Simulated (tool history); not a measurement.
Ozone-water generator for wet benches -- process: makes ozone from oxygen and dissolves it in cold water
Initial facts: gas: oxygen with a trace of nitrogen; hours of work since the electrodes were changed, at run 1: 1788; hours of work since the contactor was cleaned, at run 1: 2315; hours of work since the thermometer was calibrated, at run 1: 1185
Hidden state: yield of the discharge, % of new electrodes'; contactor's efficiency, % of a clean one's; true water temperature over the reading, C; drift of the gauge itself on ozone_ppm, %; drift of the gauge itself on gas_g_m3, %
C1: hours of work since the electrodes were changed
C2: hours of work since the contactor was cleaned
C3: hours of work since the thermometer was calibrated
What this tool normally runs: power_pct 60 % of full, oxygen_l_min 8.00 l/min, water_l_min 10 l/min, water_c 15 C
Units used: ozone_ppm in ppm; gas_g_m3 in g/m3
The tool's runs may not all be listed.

run 1 hour=0.0 | power_pct=60 oxygen_l_min=8.00 water_l_min=10 water_c=15 | C1=1788 C2=2315 C3=1185 | ozone_ppm=25.7 gas_g_m3=167.1
run 2 hour=40.9 | power_pct=60 oxygen_l_min=8.70 water_l_min=10 water_c=15 | C1=1821 C2=2348 C3=1219 | ozone_ppm=24.9 gas_g_m3=156.9
run 3 hour=131.7 | power_pct=60 oxygen_l_min=8.00 water_l_min=10 water_c=15 | C1=1895 C2=2422 C3=1293 | ozone_ppm=25.2 gas_g_m3=164.4
run 4 hour=185.4 | power_pct=60 oxygen_l_min=8.00 water_l_min=10 water_c=15 | C1=1939 C2=2466 C3=1337 | ozone_ppm=25.8 gas_g_m3=165.0
run 5 hour=242.7 | power_pct=56 oxygen_l_min=8.00 water_l_min=10 water_c=15 | C1=1985 C2=2513 C3=1383 | ozone_ppm=24.2 gas_g_m3=156.9
run 6 hour=296.9 | power_pct=56 oxygen_l_min=8.00 water_l_min=10 water_c=10 | C1=2030 C2=2557 C3=1428 | ozone_ppm=27.2 gas_g_m3=155.7
run 7 hour=336.4 | power_pct=56 oxygen_l_min=8.00 water_l_min=10 water_c=10 | C1=2062 C2=2589 C3=1460 | ozone_ppm=27.2 gas_g_m3=157.0
run 8 hour=415.2 | power_pct=60 oxygen_l_min=8.00 water_l_min=8 water_c=15 | C1=2126 C2=2653 C3=1524 | ozone_ppm=29.5 gas_g_m3=163.2
run 9 hour=458.4 | power_pct=60 oxygen_l_min=8.00 water_l_min=8 water_c=15 | C1=2161 C2=2689 C3=1559 | ozone_ppm=29.0 gas_g_m3=164.5
run 10 hour=513.5 | power_pct=60 oxygen_l_min=8.00 water_l_min=8 water_c=15 | C1=2206 C2=2733 C3=1604 | ozone_ppm=29.1 gas_g_m3=164.2
run 11 hour=561.8 | power_pct=60 oxygen_l_min=8.00 water_l_min=8 water_c=15 | C1=2246 C2=2773 C3=1644 | ozone_ppm=29.1 gas_g_m3=163.4
run 12 hour=624.3 | power_pct=60 oxygen_l_min=8.00 water_l_min=12 water_c=15 | C1=2297 C2=2824 C3=1694 | ozone_ppm=22.9 gas_g_m3=165.0
run 13 hour=671.3 | power_pct=60 oxygen_l_min=5.71 water_l_min=10 water_c=15 | C1=2335 C2=2862 C3=1733 | ozone_ppm=28.7 gas_g_m3=203.9
run 14 hour=739.6 | power_pct=60 oxygen_l_min=5.71 water_l_min=10 water_c=11 | C1=2391 C2=2918 C3=1788 | ozone_ppm=31.2 gas_g_m3=204.4
run 15 hour=796.8 | power_pct=60 oxygen_l_min=5.71 water_l_min=10 water_c=11 | C1=2437 C2=2964 C3=1835 | ozone_ppm=30.8 gas_g_m3=203.3
run 16 hour=860.8 | power_pct=60 oxygen_l_min=5.71 water_l_min=10 water_c=11 | C1=2489 C2=3017 C3=1887 | ozone_ppm=30.6 gas_g_m3=204.2
run 17 hour=929.8 | power_pct=60 oxygen_l_min=5.71 water_l_min=10 water_c=11 | C1=2546 C2=3073 C3=1944 | ozone_ppm=30.8 gas_g_m3=204.5
run 18 hour=1020.2 | power_pct=46 oxygen_l_min=7.32 water_l_min=10 water_c=15 | C1=2619 C2=3147 C3=2017 | ozone_ppm=21.2 gas_g_m3=137.9
run 19 hour=1095.6 | power_pct=66 oxygen_l_min=12.65 water_l_min=13 water_c=7 | C1=2681 C2=3208 C3=2079 | ozone_ppm=23.2 gas_g_m3=129.5
run 20 hour=1160.7 | power_pct=43 oxygen_l_min=9.83 water_l_min=12 water_c=17 | C1=2734 C2=3261 C3=2132 | ozone_ppm=15.4 gas_g_m3=106.4
run 21 hour=1215.0 | power_pct=47 oxygen_l_min=8.00 water_l_min=10 water_c=15 | C1=2778 C2=3305 C3=2176 | ozone_ppm=21.1 gas_g_m3=133.4
run 22 hour=1310.1 | power_pct=47 oxygen_l_min=8.00 water_l_min=10 water_c=15 | C1=2856 C2=3383 C3=2254 | ozone_ppm=21.1 gas_g_m3=133.2
-- hour=1331.1 gauge calibrated
run 23 hour=1381.3 | power_pct=47 oxygen_l_min=8.00 water_l_min=10 water_c=11 | C1=2914 C2=3441 C3=2312 | ozone_ppm=22.7 gas_g_m3=137.9
run 24 hour=1434.7 | power_pct=71 oxygen_l_min=4.13 water_l_min=8 water_c=10 | C1=2957 C2=3485 C3=2355 | ozone_ppm=46.2 gas_g_m3=293.2
run 25 hour=1506.1 | power_pct=56 oxygen_l_min=7.51 water_l_min=13 water_c=10 | C1=3015 C2=3543 C3=2413 | ozone_ppm=22.9 gas_g_m3=163.0
run 26 hour=1594.8 | power_pct=82 oxygen_l_min=5.00 water_l_min=7 water_c=20 | C1=3088 C2=3615 C3=2486 | ozone_ppm=44.1 gas_g_m3=290.3
run 27 hour=1635.0 | power_pct=82 oxygen_l_min=5.00 water_l_min=7 water_c=20 | C1=3121 C2=3648 C3=2519 | ozone_ppm=43.5 gas_g_m3=291.7
run 28 hour=1719.6 | power_pct=98 oxygen_l_min=4.86 water_l_min=7 water_c=7 | C1=3190 C2=3717 C3=2587 | ozone_ppm=67.5 gas_g_m3=341.3
run 29 hour=1802.0 | power_pct=98 oxygen_l_min=5.49 water_l_min=7 water_c=19 | C1=3257 C2=3784 C3=2655 | ozone_ppm=49.9 gas_g_m3=314.9
run 30 hour=1846.0 | power_pct=98 oxygen_l_min=10.12 water_l_min=7 water_c=22 | C1=3293 C2=3820 C3=2691 | ozone_ppm=35.0 gas_g_m3=208.8
run 31 hour=1910.6 | power_pct=86 oxygen_l_min=8.00 water_l_min=12 water_c=14 | C1=3345 C2=3873 C3=2743 | ozone_ppm=31.2 gas_g_m3=219.8
run 32 hour=1971.8 | power_pct=72 oxygen_l_min=8.00 water_l_min=10 water_c=16 | C1=3395 C2=3922 C3=2793 | ozone_ppm=29.2 gas_g_m3=190.4

Results for each run, recomputed without the tool's hidden state and with each run's random variation untouched:
run=1 gas_g_m3=167.3
run=2 gas_g_m3=157.2
run=3 gas_g_m3=165.0
run=4 gas_g_m3=165.9
run=5 gas_g_m3=157.9
run=6 gas_g_m3=156.9
run=7 gas_g_m3=158.4
run=8 gas_g_m3=164.9
run=9 gas_g_m3=166.4
run=10 gas_g_m3=166.3
run=11 gas_g_m3=165.7
run=12 gas_g_m3=167.5
run=13 gas_g_m3=207.3
run=14 gas_g_m3=208.1
run=15 gas_g_m3=207.2
run=16 gas_g_m3=208.5
run=17 gas_g_m3=209.1
run=18 gas_g_m3=141.3
run=19 gas_g_m3=132.9
run=20 gas_g_m3=109.4
run=21 gas_g_m3=137.3
run=22 gas_g_m3=137.4
run=23 gas_g_m3=138.2
run=24 gas_g_m3=294.3
run=25 gas_g_m3=163.8
run=26 gas_g_m3=292.6
run=27 gas_g_m3=294.2
run=28 gas_g_m3=345.0
run=29 gas_g_m3=319.0
run=30 gas_g_m3=211.7
run=31 gas_g_m3=223.1
run=32 gas_g_m3=193.5
ozone_ppm: differs from the measured result by no more than 0.2 ppm in any run.
